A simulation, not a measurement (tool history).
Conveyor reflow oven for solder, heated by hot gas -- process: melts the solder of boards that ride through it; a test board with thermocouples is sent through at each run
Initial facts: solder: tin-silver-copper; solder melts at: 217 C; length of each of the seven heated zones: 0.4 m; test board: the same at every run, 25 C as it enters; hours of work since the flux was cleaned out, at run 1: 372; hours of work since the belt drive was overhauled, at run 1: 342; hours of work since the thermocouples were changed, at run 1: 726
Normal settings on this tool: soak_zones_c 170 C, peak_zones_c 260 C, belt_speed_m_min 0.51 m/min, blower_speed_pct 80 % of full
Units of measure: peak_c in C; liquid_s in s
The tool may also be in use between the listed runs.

| run | day | soak_zones_c | peak_zones_c | belt_speed_m_min | blower_speed_pct | hours of work since the flux was cleaned out | hours of work since the belt drive was overhauled | hours of work since the thermocouples were changed | peak_c | liquid_s |
|---|---|---|---|---|---|---|---|---|---|---|
| 1 | 0 | 170 | 260 | 0.51 | 80 | 372 | 342 | 726 | 249.1 | 67.3 |
|  | 0.575 | flux residue cleaned out of gas plates and filters |
| 2 | 1.825 | 170 | 264 | 0.51 | 80 | 14 | 361 | 744 | 251.9 | 70.5 |
| 3 | 2.667 | 170 | 264 | 0.51 | 80 | 24 | 371 | 754 | 252.5 | 70.3 |
| 4 | 4.017 | 170 | 260 | 0.51 | 80 | 40 | 386 | 770 | 249 | 67.4 |
|  | 5.079 | thermocouples of zones 6 and 7 changed |
| 5 | 5.125 | 170 | 260 | 0.51 | 80 | 52 | 398 | 1 | 249 | 67.3 |
| 6 | 6.25 | 170 | 269 | 0.51 | 80 | 65 | 411 | 14 | 256.7 | 73.2 |
| 7 | 7.738 | 170 | 269 | 0.51 | 80 | 82 | 429 | 31 | 257.2 | 74.1 |
| 8 | 8.696 | 170 | 269 | 0.51 | 80 | 93 | 440 | 42 | 256.7 | 73.6 |
| 9 | 10.067 | 172 | 269 | 0.51 | 80 | 109 | 456 | 58 | 257.5 | 75 |
| 10 | 11.075 | 170 | 260 | 0.51 | 80 | 121 | 467 | 70 | 248.7 | 67.6 |
| 11 | 12.467 | 170 | 260 | 0.51 | 80 | 137 | 483 | 86 | 249.2 | 67.9 |
| 12 | 13.304 | 158 | 260 | 0.51 | 80 | 147 | 493 | 95 | 247.1 | 61.7 |
| 13 | 14.483 | 158 | 260 | 0.51 | 80 | 160 | 507 | 109 | 247.3 | 61.5 |
| 14 | 15.417 | 158 | 260 | 0.51 | 80 | 171 | 518 | 120 | 247.4 | 61 |
| 15 | 16.475 | 170 | 260 | 0.51 | 80 | 183 | 530 | 132 | 248.7 | 67.5 |
| 16 | 17.812 | 170 | 268 | 0.571 | 80 | 199 | 545 | 148 | 252.8 | 62 |
| 17 | 18.908 | 170 | 268 | 0.571 | 80 | 212 | 558 | 160 | 252.6 | 62 |
| 18 | 19.854 | 170 | 268 | 0.571 | 80 | 223 | 569 | 171 | 252.8 | 61.9 |
| 19 | 20.979 | 170 | 260 | 0.555 | 80 | 236 | 582 | 184 | 246.7 | 58.9 |
| 20 | 22.175 | 170 | 260 | 0.555 | 80 | 250 | 596 | 198 | 246.7 | 59.1 |
| 21 | 23.083 | 180 | 260 | 0.51 | 81 | 260 | 607 | 209 | 250.2 | 72.9 |
| 22 | 24.408 | 164 | 253 | 0.503 | 79 | 275 | 622 | 224 | 241.6 | 59.4 |
| 23 | 25.133 | 164 | 253 | 0.503 | 79 | 284 | 630 | 233 | 241.8 | 58.4 |
| 24 | 26.592 | 164 | 253 | 0.503 | 76 | 301 | 647 | 249 | 241.7 | 58.4 |
| 25 | 27.508 | 167 | 254 | 0.51 | 80 | 311 | 658 | 260 | 243.2 | 60.3 |
| 26 | 28.9 | 167 | 254 | 0.51 | 80 | 327 | 674 | 276 | 242.5 | 60.8 |
| 27 | 30.55 | 170 | 260 | 0.412 | 83 | 347 | 693 | 295 | 253.6 | 91.8 |
| 28 | 31.742 | 170 | 260 | 0.412 | 83 | 360 | 707 | 309 | 253.2 | 91.2 |
| 29 | 32.879 | 162 | 260 | 0.551 | 83 | 374 | 720 | 322 | 246 | 55.9 |
|  | 33.304 | flux residue cleaned out of gas plates and filters |
| 30 | 34.05 | 170 | 262 | 0.51 | 57 | 9 | 731 | 334 | 246.3 | 63.1 |

Forecast each of these 4 alternatives for the next run:
| A | 35.117 | 166 | 260 | 0.51 | 80 | 21 | 744 | 346 | ? | ? |
| B | 35.117 | 170 | 270 | 0.51 | 80 | 21 | 744 | 346 | ? | ? |
| C | 35.117 | 180 | 260 | 0.598 | 80 | 21 | 744 | 346 | ? | ? |
| D | 35.117 | 170 | 260 | 0.586 | 60 | 21 | 744 | 346 | ? | ? |

| run | peak_c | liquid_s |
|---|---|---|
| A | 248.2 | 64.9 |
| B | 258 | 74.8 |
| C | 246.4 | 57.4 |
| D | 240.7 | 48.2 |
Without the tool's unlogged condition, the same runs would have read:
| run | peak_c | liquid_s |
|---|---|---|
| A | 248.3 | 64.9 |
| B | 258 | 74.8 |
| C | 246.4 | 57.5 |
| D | 240.7 | 48.2 |

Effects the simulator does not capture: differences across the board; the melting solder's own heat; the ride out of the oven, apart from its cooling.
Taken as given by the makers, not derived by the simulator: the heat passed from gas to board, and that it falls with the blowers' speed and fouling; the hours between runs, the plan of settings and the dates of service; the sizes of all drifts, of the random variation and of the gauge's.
